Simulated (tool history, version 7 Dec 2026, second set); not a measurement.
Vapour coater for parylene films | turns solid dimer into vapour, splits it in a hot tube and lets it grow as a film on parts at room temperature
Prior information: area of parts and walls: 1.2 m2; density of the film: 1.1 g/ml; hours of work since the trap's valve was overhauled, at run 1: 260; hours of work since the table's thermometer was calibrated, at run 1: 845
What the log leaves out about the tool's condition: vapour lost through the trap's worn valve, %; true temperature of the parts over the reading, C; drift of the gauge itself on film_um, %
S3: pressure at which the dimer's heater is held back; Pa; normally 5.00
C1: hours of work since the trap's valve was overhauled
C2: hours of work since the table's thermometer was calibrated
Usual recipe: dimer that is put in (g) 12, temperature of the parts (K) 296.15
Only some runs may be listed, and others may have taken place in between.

Run 1, hour 0.0: usual settings; C1 260; C2 845. Result: thickness of the film (nm) 4620.
Run 2, hour 28.8: usual settings; C1 274; C2 858. Result: thickness of the film (nm) 4610.
Run 3, hour 85.7: usual settings; C1 299; C2 884. Result: thickness of the film (nm) 4590.
Run 4, hour 112.3: usual settings but dimer that is put in (g) 18; C1 312; C2 896. Result: thickness of the film (nm) 6860.
Run 5, hour 138.7: usual settings but dimer that is put in (g) 18, S3 4.53 Pa; C1 324; C2 908. Result: thickness of the film (nm) 7030.
Run 6, hour 177.1: usual settings; C1 341; C2 926. Result: thickness of the film (nm) 4600.
Run 7, hour 205.1: usual settings; C1 354; C2 939. Result: thickness of the film (nm) 4580.
Run 8, hour 260.0: usual settings; C1 379; C2 964. Result: thickness of the film (nm) 4530.
At hour 264.4: table's thermometer calibrated.
At hour 313.4: trap's valve overhauled.
Run 9, hour 315.8: usual settings; C1 1; C2 22. Result: thickness of the film (nm) 4780.
Run 10, hour 364.8: usual settings; C1 23; C2 44. Result: thickness of the film (nm) 4750.
Run 11, hour 410.6: usual settings; C1 44; C2 65. Result: thickness of the film (nm) 4760.
At hour 443.1: table's thermometer calibrated, once more.
Run 12, hour 452.1: usual settings; C1 63; C2 4. Result: thickness of the film (nm) 4790.
Run 13, hour 499.9: usual settings; C1 85; C2 26. Result: thickness of the film (nm) 4790.
Run 14, hour 528.0: usual settings but dimer that is put in (g) 19, temperature of the parts (K) 293.15; C1 97; C2 39. Result: thickness of the film (nm) 7920.
Run 15, hour 578.5: usual settings but dimer that is put in (g) 7, temperature of the parts (K) 293.15; C1 120; C2 62. Result: thickness of the film (nm) 2910.
Run 16, hour 621.9: usual settings but dimer that is put in (g) 7, temperature of the parts (K) 293.15; C1 140; C2 82. Result: thickness of the film (nm) 2890.
Run 17, hour 667.6: usual settings but dimer that is put in (g) 7, temperature of the parts (K) 293.15; C1 161; C2 102. Result: thickness of the film (nm) 2900.
Run 18, hour 721.6: usual settings but dimer that is put in (g) 14, temperature of the parts (K) 303.15, S3 6.79 Pa; C1 186; C2 127. Result: thickness of the film (nm) 4610.

Run 19 is up next; what results do you expect?
Run 19, hour 760.1: usual settings but S3 2.85 Pa; C1 203; C2 145. Result: thickness of the film (nm) ?.

thickness of the film (nm): 5300
Without the tool's hidden state the same run would have given thickness of the film (nm) 5430.

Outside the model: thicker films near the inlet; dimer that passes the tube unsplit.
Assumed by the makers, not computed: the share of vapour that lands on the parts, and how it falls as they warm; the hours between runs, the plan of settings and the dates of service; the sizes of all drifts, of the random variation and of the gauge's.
